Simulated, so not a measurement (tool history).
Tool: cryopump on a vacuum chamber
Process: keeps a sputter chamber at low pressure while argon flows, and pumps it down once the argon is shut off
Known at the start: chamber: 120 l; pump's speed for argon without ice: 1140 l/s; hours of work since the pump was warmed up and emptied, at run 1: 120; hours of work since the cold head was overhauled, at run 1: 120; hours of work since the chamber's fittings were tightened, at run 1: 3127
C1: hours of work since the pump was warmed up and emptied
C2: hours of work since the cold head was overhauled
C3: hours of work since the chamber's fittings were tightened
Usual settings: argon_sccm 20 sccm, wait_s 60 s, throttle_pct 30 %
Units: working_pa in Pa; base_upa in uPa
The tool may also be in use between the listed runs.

{"run": 1, "hour": 0.0, "argon_sccm": 20, "wait_s": 60, "throttle_pct": 30, "C1": 120, "C2": 120, "C3": 3127, "working_pa": 0.1011, "base_upa": 5.39}
{"run": 2, "hour": 15.8, "argon_sccm": 37, "wait_s": 60, "throttle_pct": 30, "C1": 130, "C2": 130, "C3": 3137, "working_pa": 0.1854, "base_upa": 5.46}
{"run": 3, "hour": 32.6, "argon_sccm": 37, "wait_s": 60, "throttle_pct": 30, "C1": 140, "C2": 140, "C3": 3147, "working_pa": 0.1841, "base_upa": 5.55}
{"run": 4, "hour": 43.8, "argon_sccm": 37, "wait_s": 60, "throttle_pct": 30, "C1": 147, "C2": 147, "C3": 3153, "working_pa": 0.1849, "base_upa": 5.47}
{"run": 5, "hour": 57.3, "argon_sccm": 31, "wait_s": 60, "throttle_pct": 30, "C1": 155, "C2": 155, "C3": 3162, "working_pa": 0.1558, "base_upa": 5.59}
{"run": 6, "hour": 71.7, "argon_sccm": 31, "wait_s": 60, "throttle_pct": 30, "C1": 163, "C2": 163, "C3": 3170, "working_pa": 0.1555, "base_upa": 5.32}
{"run": 7, "hour": 79.3, "argon_sccm": 20, "wait_s": 60, "throttle_pct": 16, "C1": 168, "C2": 168, "C3": 3175, "working_pa": 0.1871, "base_upa": 5.6}
{"run": 8, "hour": 89.3, "argon_sccm": 20, "wait_s": 60, "throttle_pct": 16, "C1": 174, "C2": 174, "C3": 3181, "working_pa": 0.1866, "base_upa": 5.66}
{"run": 9, "hour": 106.1, "argon_sccm": 20, "wait_s": 62, "throttle_pct": 16, "C1": 184, "C2": 184, "C3": 3191, "working_pa": 0.1872, "base_upa": 5.48}
{"run": 10, "hour": 115.2, "argon_sccm": 20, "wait_s": 62, "throttle_pct": 16, "C1": 190, "C2": 190, "C3": 3197, "working_pa": 0.1877, "base_upa": 5.34}
{"run": 11, "hour": 128.1, "argon_sccm": 20, "wait_s": 60, "throttle_pct": 24, "C1": 198, "C2": 198, "C3": 3205, "working_pa": 0.1253, "base_upa": 5.48}
{"run": 12, "hour": 143.8, "argon_sccm": 20, "wait_s": 60, "throttle_pct": 30, "C1": 207, "C2": 207, "C3": 3214, "working_pa": 0.1005, "base_upa": 5.61}
{"run": 13, "hour": 155.4, "argon_sccm": 20, "wait_s": 60, "throttle_pct": 30, "C1": 214, "C2": 214, "C3": 3221, "working_pa": 0.1005, "base_upa": 5.7}
{"run": 14, "hour": 164.9, "argon_sccm": 20, "wait_s": 60, "throttle_pct": 30, "C1": 220, "C2": 220, "C3": 3227, "working_pa": 0.1011, "base_upa": 5.6}
{"run": 15, "hour": 179.1, "argon_sccm": 20, "wait_s": 60, "throttle_pct": 30, "C1": 228, "C2": 228, "C3": 3235, "working_pa": 0.1021, "base_upa": 5.68}
{"run": 16, "hour": 190.6, "argon_sccm": 20, "wait_s": 60, "throttle_pct": 30, "C1": 235, "C2": 235, "C3": 3242, "working_pa": 0.1024, "base_upa": 5.62}
{"run": 17, "hour": 206.1, "argon_sccm": 20, "wait_s": 60, "throttle_pct": 30, "C1": 245, "C2": 245, "C3": 3252, "working_pa": 0.1019, "base_upa": 5.61}
{"run": 18, "hour": 218.8, "argon_sccm": 9, "wait_s": 60, "throttle_pct": 16, "C1": 252, "C2": 252, "C3": 3259, "working_pa": 0.0846, "base_upa": 5.6}
{"run": 19, "hour": 231.8, "argon_sccm": 20, "wait_s": 60, "throttle_pct": 29, "C1": 260, "C2": 260, "C3": 3267, "working_pa": 0.1058, "base_upa": 5.63}
{"run": 20, "hour": 247.0, "argon_sccm": 25, "wait_s": 60, "throttle_pct": 20, "C1": 270, "C2": 270, "C3": 3276, "working_pa": 0.1888, "base_upa": 5.54}
{"run": 21, "hour": 255.1, "argon_sccm": 16, "wait_s": 71, "throttle_pct": 15, "C1": 274, "C2": 274, "C3": 3281, "working_pa": 0.1609, "base_upa": 5.22}
{"run": 22, "hour": 267.6, "argon_sccm": 16, "wait_s": 71, "throttle_pct": 15, "C1": 282, "C2": 282, "C3": 3289, "working_pa": 0.1606, "base_upa": 5.33}
{"run": 23, "hour": 281.5, "argon_sccm": 16, "wait_s": 71, "throttle_pct": 15, "C1": 290, "C2": 290, "C3": 3297, "working_pa": 0.1612, "base_upa": 5.35}
{"run": 24, "hour": 288.9, "argon_sccm": 15, "wait_s": 51, "throttle_pct": 30, "C1": 295, "C2": 295, "C3": 3302, "working_pa": 0.0764, "base_upa": 6.16}
{"run": 25, "hour": 299.6, "argon_sccm": 32, "wait_s": 60, "throttle_pct": 40, "C1": 301, "C2": 301, "C3": 3308, "working_pa": 0.1233, "base_upa": 5.66}
{"run": 26, "hour": 316.5, "argon_sccm": 20, "wait_s": 45, "throttle_pct": 30, "C1": 312, "C2": 312, "C3": 3319, "working_pa": 0.101, "base_upa": 6.5}
{"run": 27, "hour": 324.9, "argon_sccm": 20, "wait_s": 27, "throttle_pct": 49, "C1": 317, "C2": 317, "C3": 3324, "working_pa": 0.0626, "base_upa": 8.13}
{"run": 28, "hour": 340.7, "argon_sccm": 8, "wait_s": 86, "throttle_pct": 16, "C1": 326, "C2": 326, "C3": 3333, "working_pa": 0.0745, "base_upa": 5.31}
{"run": 29, "hour": 351.3, "argon_sccm": 8, "wait_s": 86, "throttle_pct": 16, "C1": 333, "C2": 333, "C3": 3340, "working_pa": 0.075, "base_upa": 5.15}
{"run": 30, "hour": 367.3, "argon_sccm": 8, "wait_s": 86, "throttle_pct": 16, "C1": 342, "C2": 342, "C3": 3349, "working_pa": 0.0765, "base_upa": 5.32}
{"run": 31, "hour": 374.3, "argon_sccm": 8, "wait_s": 86, "throttle_pct": 16, "C1": 347, "C2": 347, "C3": 3354, "working_pa": 0.0748, "base_upa": 5.42}
{"run": 32, "hour": 390.9, "argon_sccm": 16, "wait_s": 22, "throttle_pct": 39, "C1": 357, "C2": 357, "C3": 3364, "working_pa": 0.065, "base_upa": 9.59}
{"run": 33, "hour": 399.2, "argon_sccm": 16, "wait_s": 22, "throttle_pct": 39, "C1": 362, "C2": 362, "C3": 3369, "working_pa": 0.0635, "base_upa": 9.47}

Some steps in working_pa between neighbouring runs. How much of each would the tool show without its hidden state too (settings, what came in, random variation), and how much is left for the hidden state, with any gauge scatter that isn't in both results?
The hidden state here: pump's speed, % of a pump's without ice; cold plate's temperature, K; leak into the chamber, uPa l/s; drift of the gauge itself on working_pa, %; drift of the gauge itself on base_upa, %.
Run 1 -> 2: argon_sccm 20 -> 37. working_pa +0.0843 Pa: hidden state +0.0013, all else +0.083.
Run 19 -> 20: argon_sccm 20 -> 25, throttle_pct 29 -> 20. working_pa +0.083 Pa: hidden state +0.0007, all else +0.0823.
Run 23 -> 24: argon_sccm 16 -> 15, wait_s 71 -> 51, throttle_pct 15 -> 30. working_pa -0.0848 Pa: hidden state -0.0001, all else -0.0847.
Run 24 -> 25: argon_sccm 15 -> 32, wait_s 51 -> 60, throttle_pct 30 -> 40. working_pa +0.0469 Pa: hidden state +0.0028, all else +0.0441.
Run 25 -> 26: argon_sccm 32 -> 20, wait_s 60 -> 45, throttle_pct 40 -> 30. working_pa -0.0223 Pa: hidden state -0.0018, all else -0.0205.
Run 27 -> 28: argon_sccm 20 -> 8, wait_s 27 -> 86, throttle_pct 49 -> 16. working_pa +0.0119 Pa: hidden state -0.002, all else +0.0139.
